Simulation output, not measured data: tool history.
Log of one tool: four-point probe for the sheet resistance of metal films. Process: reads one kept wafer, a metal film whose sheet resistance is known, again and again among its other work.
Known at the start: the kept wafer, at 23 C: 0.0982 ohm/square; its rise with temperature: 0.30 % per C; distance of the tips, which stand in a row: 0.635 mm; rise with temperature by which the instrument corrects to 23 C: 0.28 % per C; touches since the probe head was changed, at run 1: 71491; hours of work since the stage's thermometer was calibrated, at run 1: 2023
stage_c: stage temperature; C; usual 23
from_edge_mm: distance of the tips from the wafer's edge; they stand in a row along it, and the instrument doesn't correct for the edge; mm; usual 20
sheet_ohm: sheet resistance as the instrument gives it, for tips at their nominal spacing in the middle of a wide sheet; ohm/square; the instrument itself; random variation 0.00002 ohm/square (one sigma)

run    hour  stage_c  from_edge_mm  touches since the probe head was changed  hours of work since the stage's thermometer was calibrated  sheet_ohm
  1       0       23            20                                     71491                                                        2023   0.097382
  2      61       23            20                                     73000                                                        2058    0.09732
  3   101.2       23            20                                     73996                                                        2080    0.09733
  4   175.4       23             4                                     75834                                                        2122   0.098563
  5     214       23             5                                     76790                                                        2144   0.098128
  6   284.6       23             5                                     78537                                                        2184   0.098076
  7   328.1       25            20                                     79614                                                        2208   0.097345
  8   377.7       25            20                                     80842                                                        2236   0.097308
  9   412.8       23            13                                     81711                                                        2256   0.097343
 10   454.3       23            13                                     82740                                                        2280   0.097357
 11     494       23            25                                     83722                                                        2302    0.09728
 12   540.9       23            25                                     84884                                                        2328    0.09726
      546.2  -- stage's thermometer calibrated
 13   596.1       23            25                                     86237                                                          28   0.097197
 14   673.4       32            60                                     88150                                                          72   0.097294
 15   713.2       25            21                                     89136                                                          94   0.097226
 16   756.3       24            27                                     90205                                                         118   0.097161
      785.8  -- stage's thermometer calibrated, once more
 17   816.8       24            25                                     91690                                                          18   0.097401
 18   862.4       19            68                                     92818                                                          43   0.097268
 19   922.3       19            14                                     94301                                                          77   0.097375
 20   997.9       19            14                                     96174                                                         120   0.097373
 21  1057.5       27            50                                     97649                                                         153   0.097386
 22  1109.4       27            50                                     98933                                                         182   0.097386
 23    1186       34             4                                    100830                                                         226   0.098794
 24  1248.9       34            15                                    102389                                                         261   0.097533
 25  1313.4       34            14                                    103985                                                         297   0.097551

Forecast each of these 4 alternatives for the next run:
  A  1389.1       18            11                                    105860                                                         340          ?
  B  1389.1       23            11                                    105860                                                         340          ?
  C  1389.1       21            20                                    105860                                                         340          ?
  D  1389.1       32            11                                    105860                                                         340          ?

run  sheet_ohm
  A   0.097328
  B   0.097416
  C    0.09725
  D   0.097563
Without the tool's hidden state the same runs would have given:
run  sheet_ohm
  A   0.098273
  B   0.098362
  C   0.098194
  D    0.09851

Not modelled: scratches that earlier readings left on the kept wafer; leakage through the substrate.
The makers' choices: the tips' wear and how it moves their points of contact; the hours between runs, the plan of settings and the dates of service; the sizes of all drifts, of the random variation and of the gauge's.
